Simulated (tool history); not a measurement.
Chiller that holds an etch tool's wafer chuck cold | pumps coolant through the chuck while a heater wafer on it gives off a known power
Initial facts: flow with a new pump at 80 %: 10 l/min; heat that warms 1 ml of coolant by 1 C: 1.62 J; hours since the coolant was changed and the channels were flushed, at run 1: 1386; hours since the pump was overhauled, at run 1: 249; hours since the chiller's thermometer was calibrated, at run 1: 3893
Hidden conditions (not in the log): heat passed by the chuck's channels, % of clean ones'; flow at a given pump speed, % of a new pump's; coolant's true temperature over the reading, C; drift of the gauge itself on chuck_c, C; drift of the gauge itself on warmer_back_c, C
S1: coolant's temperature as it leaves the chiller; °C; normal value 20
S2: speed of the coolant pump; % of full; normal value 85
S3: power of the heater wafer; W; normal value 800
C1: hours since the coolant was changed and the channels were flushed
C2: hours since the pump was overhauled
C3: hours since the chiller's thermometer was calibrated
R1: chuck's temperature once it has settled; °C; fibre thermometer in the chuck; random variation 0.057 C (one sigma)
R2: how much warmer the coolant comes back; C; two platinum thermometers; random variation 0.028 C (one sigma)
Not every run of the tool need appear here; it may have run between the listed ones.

{"run": 1, "hour": 0.0, "S1": 20, "S2": 85, "S3": 800, "C1": 1386, "C2": 249, "C3": 3893, "R1": 25.56, "R2": 2.8}
{"run": 2, "hour": 20.9, "S1": 20, "S2": 85, "S3": 800, "C1": 1407, "C2": 270, "C3": 3914, "R1": 25.61, "R2": 2.8}
{"run": 3, "hour": 35.5, "S1": 20, "S2": 85, "S3": 800, "C1": 1422, "C2": 285, "C3": 3929, "R1": 25.57, "R2": 2.76}
{"run": 4, "hour": 66.0, "S1": 23, "S2": 85, "S3": 800, "C1": 1452, "C2": 315, "C3": 3959, "R1": 28.45, "R2": 2.79}
{"run": 5, "hour": 88.2, "S1": 23, "S2": 85, "S3": 800, "C1": 1475, "C2": 338, "C3": 3982, "R1": 28.63, "R2": 2.79}
{"run": 6, "hour": 117.5, "S1": 23, "S2": 85, "S3": 800, "C1": 1504, "C2": 367, "C3": 4011, "R1": 28.53, "R2": 2.77}
{"run": 7, "hour": 138.4, "S1": 17, "S2": 94, "S3": 861, "C1": 1525, "C2": 388, "C3": 4032, "R1": 22.74, "R2": 2.71}
{"run": 8, "hour": 163.2, "S1": 17, "S2": 94, "S3": 861, "C1": 1550, "C2": 413, "C3": 4057, "R1": 22.71, "R2": 2.65}
{"run": 9, "hour": 192.8, "S1": 17, "S2": 94, "S3": 861, "C1": 1579, "C2": 442, "C3": 4086, "R1": 22.73, "R2": 2.63}
{"run": 10, "hour": 218.1, "S1": 17, "S2": 94, "S3": 515, "C1": 1604, "C2": 467, "C3": 4112, "R1": 20.54, "R2": 1.58}
{"run": 11, "hour": 236.7, "S1": 17, "S2": 94, "S3": 515, "C1": 1623, "C2": 486, "C3": 4130, "R1": 20.37, "R2": 1.65}
{"run": 12, "hour": 265.8, "S1": 17, "S2": 94, "S3": 515, "C1": 1652, "C2": 515, "C3": 4159, "R1": 20.41, "R2": 1.57}

Predict each of these 5 candidate next runs independently; none follows another, all start after run 12:
{"run": "A", "hour": 282.1, "S1": 17, "S2": 62, "S3": 624, "C1": 1668, "C2": 531, "C3": 4176, "R1": "?", "R2": "?"}
{"run": "B", "hour": 282.1, "S1": 17, "S2": 69, "S3": 427, "C1": 1668, "C2": 531, "C3": 4176, "R1": "?", "R2": "?"}
{"run": "C", "hour": 282.1, "S1": 16, "S2": 95, "S3": 909, "C1": 1668, "C2": 531, "C3": 4176, "R1": "?", "R2": "?"}
{"run": "D", "hour": 282.1, "S1": 20, "S2": 93, "S3": 800, "C1": 1668, "C2": 531, "C3": 4176, "R1": "?", "R2": "?"}
{"run": "E", "hour": 282.1, "S1": 30, "S2": 85, "S3": 515, "C1": 1668, "C2": 531, "C3": 4176, "R1": "?", "R2": "?"}

run=A R1=22.47 R2=3.03
run=B R1=20.59 R2=1.90
run=C R1=21.97 R2=2.74
run=D R1=25.49 R2=2.53
run=E R1=33.74 R2=1.77
With the hidden condition removed and each run's random variation left untouched, the same runs would have given:
run=A R1=22.28 R2=3.03
run=B R1=20.39 R2=1.90
run=C R1=21.77 R2=2.74
run=D R1=25.29 R2=2.53
run=E R1=33.54 R2=1.77
